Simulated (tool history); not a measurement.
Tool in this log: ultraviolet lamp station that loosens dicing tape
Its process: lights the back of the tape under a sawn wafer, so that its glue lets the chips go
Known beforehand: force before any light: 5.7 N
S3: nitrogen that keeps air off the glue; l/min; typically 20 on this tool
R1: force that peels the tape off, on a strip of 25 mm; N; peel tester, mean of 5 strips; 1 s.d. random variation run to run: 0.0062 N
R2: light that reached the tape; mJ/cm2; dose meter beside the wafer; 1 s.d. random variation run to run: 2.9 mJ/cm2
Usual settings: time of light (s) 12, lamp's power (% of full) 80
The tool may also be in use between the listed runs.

run 1 hour=0 | time_of_light_(s)=12 lamp's_power_(%_of_full)=80 S3=20 | R1=0.241 R2=364
run 2 hour=18.9 | time_of_light_(s)=12 lamp's_power_(%_of_full)=80 S3=20 | R1=0.252 R2=364
run 3 hour=29.5 | time_of_light_(s)=12 lamp's_power_(%_of_full)=80 S3=20 | R1=0.237 R2=365
run 4 hour=47.8 | time_of_light_(s)=16 lamp's_power_(%_of_full)=80 S3=20 | R1=0.165 R2=480
run 5 hour=68.4 | time_of_light_(s)=16 lamp's_power_(%_of_full)=70 S3=20 | R1=0.198 R2=420
run 6 hour=85.9 | time_of_light_(s)=19 lamp's_power_(%_of_full)=70 S3=20 | R1=0.151 R2=490
run 7 hour=98 | time_of_light_(s)=19 lamp's_power_(%_of_full)=70 S3=20 | R1=0.159 R2=491
run 8 hour=118.4 | time_of_light_(s)=19 lamp's_power_(%_of_full)=70 S3=20 | R1=0.148 R2=479
run 9 hour=134.6 | time_of_light_(s)=19 lamp's_power_(%_of_full)=70 S3=20 | R1=0.159 R2=477
run 10 hour=155.4 | time_of_light_(s)=19 lamp's_power_(%_of_full)=70 S3=20 | R1=0.159 R2=480
run 11 hour=176.1 | time_of_light_(s)=19 lamp's_power_(%_of_full)=70 S3=20 | R1=0.162 R2=473
run 12 hour=197.5 | time_of_light_(s)=19 lamp's_power_(%_of_full)=70 S3=20 | R1=0.156 R2=474
run 13 hour=208.9 | time_of_light_(s)=12 lamp's_power_(%_of_full)=80 S3=20 | R1=0.283 R2=335
run 14 hour=219.5 | time_of_light_(s)=11 lamp's_power_(%_of_full)=80 S3=20 | R1=0.354 R2=312
run 15 hour=232.6 | time_of_light_(s)=11 lamp's_power_(%_of_full)=97 S3=20 | R1=0.227 R2=374
run 16 hour=249.8 | time_of_light_(s)=8 lamp's_power_(%_of_full)=63 S3=33 | R1=0.773 R2=176
run 17 hour=260.1 | time_of_light_(s)=12 lamp's_power_(%_of_full)=80 S3=20 | R1=0.299 R2=335
run 18 hour=281.8 | time_of_light_(s)=13 lamp's_power_(%_of_full)=97 S3=10 | R1=0.294 R2=437
run 19 hour=295 | time_of_light_(s)=13 lamp's_power_(%_of_full)=66 S3=10 | R1=0.662 R2=295
run 20 hour=310 | time_of_light_(s)=18 lamp's_power_(%_of_full)=80 S3=20 | R1=0.16 R2=485
run 21 hour=324.2 | time_of_light_(s)=20 lamp's_power_(%_of_full)=90 S3=19 | R1=0.134 R2=614
-- hour=325.8 window cleaned of glue's vapour
run 22 hour=340.6 | time_of_light_(s)=20 lamp's_power_(%_of_full)=90 S3=19 | R1=0.126 R2=740
run 23 hour=361.9 | time_of_light_(s)=12 lamp's_power_(%_of_full)=77 S3=15 | R1=0.277 R2=374
run 24 hour=382.6 | time_of_light_(s)=12 lamp's_power_(%_of_full)=77 S3=15 | R1=0.279 R2=377
run 25 hour=397 | time_of_light_(s)=12 lamp's_power_(%_of_full)=77 S3=15 | R1=0.296 R2=370

Run 26 has not been measured yet. What should we expect?
run 26 hour=406.8 | time_of_light_(s)=6 lamp's_power_(%_of_full)=61 S3=12 | R1=? R2=?

R1: 1.707 N
R2: 142 mJ/cm2
With the hidden condition absent and the run-to-run variation left alone, this run would have shown R1 1.479 N, R2 160 mJ/cm2.

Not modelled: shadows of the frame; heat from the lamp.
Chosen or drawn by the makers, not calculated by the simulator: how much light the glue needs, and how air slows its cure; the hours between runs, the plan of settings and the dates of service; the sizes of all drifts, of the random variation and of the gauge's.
